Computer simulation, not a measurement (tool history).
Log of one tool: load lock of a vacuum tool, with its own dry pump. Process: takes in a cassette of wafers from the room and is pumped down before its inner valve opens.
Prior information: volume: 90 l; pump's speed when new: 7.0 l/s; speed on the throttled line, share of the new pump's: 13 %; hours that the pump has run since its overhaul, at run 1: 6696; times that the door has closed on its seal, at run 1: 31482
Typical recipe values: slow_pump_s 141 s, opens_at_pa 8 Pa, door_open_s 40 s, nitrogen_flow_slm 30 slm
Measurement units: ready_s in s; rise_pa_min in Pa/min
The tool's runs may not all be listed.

run	hour	slow_pump_s	opens_at_pa	door_open_s	nitrogen_flow_slm	hours that the pump has run since its overhaul	times that the door has closed on its seal	incoming humidity of the room's air, %	ready_s	rise_pa_min
1	0	141	8	40	30	6696	31482	44.2	254.9	0.308
2	210.3	141	8	40	30	6907	32471	43.2	254.8	0.328
3	541.5	141	14	40	30	7238	34028	44.2	249.8	0.331
4	694.7	141	14	40	30	7391	34748	42.9	247.4	0.341
5	901.4	141	14	40	30	7598	35720	42.9	245.3	0.351
6	1122.6	141	12	40	30	7819	36760	43.8	250.9	0.363
7	1451.9	141	8	40	30	8148	38308	46.6	255.9	0.387
8	1813.8	141	8	40	30	8510	40010	44.8	255.9	0.413
9	2031.9	141	8	79	30	8728	41035	44.3	257.9	0.431
10	2198.4	141	8	79	30	8895	41818	44.9	259.2	0.445
11	2417.2	141	8	79	30	9114	42847	48	257.6	0.463
12	2576.3	141	13	79	30	9273	43594	45.7	249.7	0.468
13	2818.5	141	13	79	30	9515	44733	46.6	251.9	0.475
14	3051.7	141	6	79	30	9748	45830	44.6	263.5	0.5
15	3287.2	141	8	40	30	9984	46937	46.4	258.1	0.51
16	3534.6	141	8	40	30	10231	48100	45.4	261	0.539
17	3765.9	141	8	40	30	10462	49187	45.7	262	0.549
18	3972.5	141	8	40	30	10669	50159	43.5	258.7	0.566
# hour 4223.9: door's seal changed, seat wiped
19	4338.7	141	8	40	30	11034	540	45.2	263.1	0.013
20	4591.7	73	8	40	4	11287	1730	46.7	203.4	0.03
21	4820.6	133	15	121	36	11515	2806	43.8	243.1	0.018
22	5092.9	213	8	212	37	11788	4086	47	326.8	0.027
23	5333.6	213	8	212	37	12028	5218	45.3	323	0.032
24	5513.8	249	8	36	26	12209	6065	45.8	354.8	0.032
25	5862	249	8	36	26	12557	7702	43.4	354.3	0.041
26	6215.5	190	8	54	16	12910	9364	45.1	306.8	0.061
27	6421.4	104	8	40	7	13116	10332	46	232	0.073
28	6755.9	104	8	40	7	13451	11905	48.3	235	0.082
29	7035.4	233	8	40	30	13730	13218	44.2	342.1	0.08
30	7329.9	127	6	57	5	14025	14603	40.8	258.5	0.1
31	7591.1	134	8	40	23	14286	15831	43.2	259.9	0.094
32	7868	134	15	111	4	14563	17133	48.1	251.1	0.131
33	8195.7	134	15	111	4	14891	18674	45.8	252.5	0.14
34	8438.5	141	6	73	30	15133	19815	46.6	272.5	0.127
35	8596.2	171	10	68	24	15291	20556	44.7	289.6	0.133
36	8828.3	171	12	58	7	15523	21648	45.9	287.7	0.155
37	9186.6	171	7	58	7	15881	23332	43.8	299.4	0.167

The same runs without the tool's hidden state, with the same run-to-run variation:
Hidden state present: pump's speed, % of a new pump's; leak at the door's seal, Pa l/s; drift of the gauge itself on ready_s, %; drift of the gauge itself on rise_pa_min, %.
run	ready_s	rise_pa_min
1	245.3	0.016
2	244.7	0.014
3	240.1	0.006
4	237.5	0.008
5	235.3	0.005
6	240.3	0.006
7	243.9	0.01
8	243.5	0.007
9	245	0.007
10	246	0.005
11	244.2	0.014
12	236.9	0.011
13	238.7	0.008
14	248.2	0.008
15	243.4	0.005
16	245.7	0.009
17	246.3	0.01
18	243	0.006
19	246.8	0.011
20	185.4	0.024
21	227.4	0.009
22	310.4	0.013
23	306.3	0.011
24	338.6	0.008
25	337.7	0.008
26	288.4	0.019
27	211.2	0.026
28	213.4	0.025
29	323.4	0.013
30	235.8	0.026
31	237.7	0.012
32	230.4	0.04
33	231.2	0.034
34	248.1	0.012
35	267.4	0.015
36	265.8	0.026
37	274.8	0.023

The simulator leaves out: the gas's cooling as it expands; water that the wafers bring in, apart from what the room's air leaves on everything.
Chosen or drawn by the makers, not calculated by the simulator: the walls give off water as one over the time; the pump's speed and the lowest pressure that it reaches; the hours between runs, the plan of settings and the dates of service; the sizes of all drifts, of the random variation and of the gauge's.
